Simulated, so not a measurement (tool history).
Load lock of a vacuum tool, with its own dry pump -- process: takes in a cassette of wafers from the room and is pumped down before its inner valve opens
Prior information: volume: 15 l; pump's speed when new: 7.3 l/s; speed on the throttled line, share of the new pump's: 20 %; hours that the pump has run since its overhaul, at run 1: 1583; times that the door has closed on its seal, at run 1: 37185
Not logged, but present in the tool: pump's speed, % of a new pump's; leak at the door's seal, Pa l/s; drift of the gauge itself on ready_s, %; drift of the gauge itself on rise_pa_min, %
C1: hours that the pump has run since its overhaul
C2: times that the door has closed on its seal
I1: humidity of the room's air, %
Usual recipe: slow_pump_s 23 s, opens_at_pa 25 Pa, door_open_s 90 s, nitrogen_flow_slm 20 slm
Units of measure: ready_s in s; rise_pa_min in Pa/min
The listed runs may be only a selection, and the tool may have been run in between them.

{"run": 1, "hour": 0.0, "slow_pump_s": 23, "opens_at_pa": 25, "door_open_s": 90, "nitrogen_flow_slm": 20, "C1": 1583, "C2": 37185, "I1": 44.7, "ready_s": 35.5, "rise_pa_min": 0.405}
{"run": 2, "hour": 464.9, "slow_pump_s": 23, "opens_at_pa": 25, "door_open_s": 90, "nitrogen_flow_slm": 20, "C1": 2048, "C2": 39220, "I1": 47.1, "ready_s": 35.3, "rise_pa_min": 0.437}
{"run": 3, "hour": 767.6, "slow_pump_s": 23, "opens_at_pa": 25, "door_open_s": 90, "nitrogen_flow_slm": 20, "C1": 2351, "C2": 40545, "I1": 45.5, "ready_s": 35.7, "rise_pa_min": 0.448}
{"hour": 1073.6, "done": "door's seal changed, seat wiped"}
{"run": 4, "hour": 1163.5, "slow_pump_s": 23, "opens_at_pa": 25, "door_open_s": 90, "nitrogen_flow_slm": 20, "C1": 2745, "C2": 393, "I1": 42.7, "ready_s": 35.5, "rise_pa_min": 0.043}
{"run": 5, "hour": 1531.2, "slow_pump_s": 23, "opens_at_pa": 25, "door_open_s": 25, "nitrogen_flow_slm": 20, "C1": 3113, "C2": 2003, "I1": 43.2, "ready_s": 35.8, "rise_pa_min": 0.025}
{"run": 6, "hour": 1886.7, "slow_pump_s": 23, "opens_at_pa": 42, "door_open_s": 90, "nitrogen_flow_slm": 20, "C1": 3468, "C2": 3560, "I1": 44.9, "ready_s": 34.6, "rise_pa_min": 0.056}
{"run": 7, "hour": 2239.0, "slow_pump_s": 23, "opens_at_pa": 42, "door_open_s": 90, "nitrogen_flow_slm": 20, "C1": 3820, "C2": 5102, "I1": 47.3, "ready_s": 35, "rise_pa_min": 0.063}
{"run": 8, "hour": 2678.6, "slow_pump_s": 23, "opens_at_pa": 42, "door_open_s": 90, "nitrogen_flow_slm": 20, "C1": 4260, "C2": 7027, "I1": 43, "ready_s": 34.8, "rise_pa_min": 0.065}
{"run": 9, "hour": 2934.3, "slow_pump_s": 23, "opens_at_pa": 42, "door_open_s": 90, "nitrogen_flow_slm": 20, "C1": 4516, "C2": 8147, "I1": 44.3, "ready_s": 34.8, "rise_pa_min": 0.078}
{"run": 10, "hour": 3438.9, "slow_pump_s": 23, "opens_at_pa": 28, "door_open_s": 90, "nitrogen_flow_slm": 20, "C1": 5020, "C2": 10356, "I1": 47.6, "ready_s": 36.1, "rise_pa_min": 0.093}
{"run": 11, "hour": 3858.0, "slow_pump_s": 23, "opens_at_pa": 28, "door_open_s": 90, "nitrogen_flow_slm": 20, "C1": 5439, "C2": 12190, "I1": 44.9, "ready_s": 36.1, "rise_pa_min": 0.096}
{"run": 12, "hour": 4434.1, "slow_pump_s": 23, "opens_at_pa": 28, "door_open_s": 118, "nitrogen_flow_slm": 20, "C1": 6016, "C2": 14713, "I1": 47.4, "ready_s": 36.3, "rise_pa_min": 0.127}
{"run": 13, "hour": 4828.3, "slow_pump_s": 23, "opens_at_pa": 25, "door_open_s": 90, "nitrogen_flow_slm": 20, "C1": 6410, "C2": 16439, "I1": 46.4, "ready_s": 36.6, "rise_pa_min": 0.135}
{"run": 14, "hour": 5410.3, "slow_pump_s": 23, "opens_at_pa": 25, "door_open_s": 90, "nitrogen_flow_slm": 20, "C1": 6992, "C2": 18987, "I1": 42.3, "ready_s": 36.4, "rise_pa_min": 0.157}
{"run": 15, "hour": 5727.7, "slow_pump_s": 24, "opens_at_pa": 25, "door_open_s": 90, "nitrogen_flow_slm": 20, "C1": 7309, "C2": 20377, "I1": 41.2, "ready_s": 37.5, "rise_pa_min": 0.172}
{"run": 16, "hour": 6037.0, "slow_pump_s": 23, "opens_at_pa": 25, "door_open_s": 90, "nitrogen_flow_slm": 20, "C1": 7618, "C2": 21731, "I1": 42.9, "ready_s": 37.2, "rise_pa_min": 0.178}
{"run": 17, "hour": 6279.7, "slow_pump_s": 23, "opens_at_pa": 25, "door_open_s": 90, "nitrogen_flow_slm": 20, "C1": 7861, "C2": 22793, "I1": 44.5, "ready_s": 36.6, "rise_pa_min": 0.19}
{"run": 18, "hour": 6663.9, "slow_pump_s": 23, "opens_at_pa": 30, "door_open_s": 90, "nitrogen_flow_slm": 20, "C1": 8245, "C2": 24476, "I1": 46.1, "ready_s": 36.5, "rise_pa_min": 0.211}
{"run": 19, "hour": 7166.8, "slow_pump_s": 23, "opens_at_pa": 25, "door_open_s": 90, "nitrogen_flow_slm": 20, "C1": 8748, "C2": 26677, "I1": 44.8, "ready_s": 37.1, "rise_pa_min": 0.235}
{"run": 20, "hour": 7495.0, "slow_pump_s": 36, "opens_at_pa": 25, "door_open_s": 76, "nitrogen_flow_slm": 31, "C1": 9076, "C2": 28115, "I1": 45.6, "ready_s": 47, "rise_pa_min": 0.238}
{"run": 21, "hour": 7738.2, "slow_pump_s": 23, "opens_at_pa": 30, "door_open_s": 50, "nitrogen_flow_slm": 20, "C1": 9320, "C2": 29179, "I1": 45.9, "ready_s": 36.8, "rise_pa_min": 0.251}
{"run": 22, "hour": 8033.4, "slow_pump_s": 18, "opens_at_pa": 33, "door_open_s": 44, "nitrogen_flow_slm": 14, "C1": 9615, "C2": 30472, "I1": 46.5, "ready_s": 33, "rise_pa_min": 0.276}
{"run": 23, "hour": 8277.2, "slow_pump_s": 36, "opens_at_pa": 32, "door_open_s": 129, "nitrogen_flow_slm": 28, "C1": 9859, "C2": 31539, "I1": 44.7, "ready_s": 46.6, "rise_pa_min": 0.296}
{"run": 24, "hour": 8571.0, "slow_pump_s": 23, "opens_at_pa": 24, "door_open_s": 90, "nitrogen_flow_slm": 14, "C1": 10152, "C2": 32825, "I1": 44.5, "ready_s": 37.8, "rise_pa_min": 0.311}
{"run": 25, "hour": 9113.5, "slow_pump_s": 36, "opens_at_pa": 21, "door_open_s": 228, "nitrogen_flow_slm": 38, "C1": 10695, "C2": 35201, "I1": 45.5, "ready_s": 47.8, "rise_pa_min": 0.355}
{"run": 26, "hour": 9489.2, "slow_pump_s": 36, "opens_at_pa": 21, "door_open_s": 228, "nitrogen_flow_slm": 38, "C1": 11071, "C2": 36846, "I1": 46.4, "ready_s": 48, "rise_pa_min": 0.375}
{"hour": 9674.8, "done": "dry pump taken out, an overhauled one fitted"}
{"run": 27, "hour": 9870.1, "slow_pump_s": 27, "opens_at_pa": 28, "door_open_s": 98, "nitrogen_flow_slm": 7, "C1": 195, "C2": 38487, "I1": 45.8, "ready_s": 38.5, "rise_pa_min": 0.394}
{"run": 28, "hour": 10385.2, "slow_pump_s": 23, "opens_at_pa": 32, "door_open_s": 90, "nitrogen_flow_slm": 17, "C1": 710, "C2": 40742, "I1": 47.3, "ready_s": 35, "rise_pa_min": 0.431}
{"hour": 10653.1, "done": "door's seal changed, seat wiped"}
{"run": 29, "hour": 10907.7, "slow_pump_s": 27, "opens_at_pa": 24, "door_open_s": 90, "nitrogen_flow_slm": 17, "C1": 1231, "C2": 1114, "I1": 42.2, "ready_s": 38.9, "rise_pa_min": 0.045}
{"run": 30, "hour": 11407.0, "slow_pump_s": 16, "opens_at_pa": 32, "door_open_s": 155, "nitrogen_flow_slm": 17, "C1": 1731, "C2": 3301, "I1": 44.9, "ready_s": 29.9, "rise_pa_min": 0.068}
{"run": 31, "hour": 11646.4, "slow_pump_s": 16, "opens_at_pa": 32, "door_open_s": 155, "nitrogen_flow_slm": 17, "C1": 1970, "C2": 4348, "I1": 42.8, "ready_s": 29.9, "rise_pa_min": 0.075}
{"run": 32, "hour": 11969.3, "slow_pump_s": 14, "opens_at_pa": 33, "door_open_s": 132, "nitrogen_flow_slm": 10, "C1": 2293, "C2": 5762, "I1": 47.2, "ready_s": 28.3, "rise_pa_min": 0.087}
{"run": 33, "hour": 12297.0, "slow_pump_s": 23, "opens_at_pa": 30, "door_open_s": 103, "nitrogen_flow_slm": 20, "C1": 2621, "C2": 7197, "I1": 39.7, "ready_s": 35.4, "rise_pa_min": 0.069}
{"run": 34, "hour": 12581.8, "slow_pump_s": 30, "opens_at_pa": 28, "door_open_s": 32, "nitrogen_flow_slm": 20, "C1": 2906, "C2": 8444, "I1": 50.5, "ready_s": 41, "rise_pa_min": 0.061}
{"run": 35, "hour": 12930.4, "slow_pump_s": 23, "opens_at_pa": 30, "door_open_s": 212, "nitrogen_flow_slm": 20, "C1": 3254, "C2": 9970, "I1": 44.9, "ready_s": 35.7, "rise_pa_min": 0.107}

For run 36, what comes out?
{"run": 36, "hour": 13378.4, "slow_pump_s": 23, "opens_at_pa": 39, "door_open_s": 212, "nitrogen_flow_slm": 5, "C1": 3702, "C2": 11932, "I1": 45.5, "ready_s": "?", "rise_pa_min": "?"}

Run 36 gave ready_s 35.5 s, rise_pa_min 0.143 Pa/min.
Minus the tool's unlogged condition, the same run would have read ready_s 34.6 s, rise_pa_min 0.089 Pa/min.
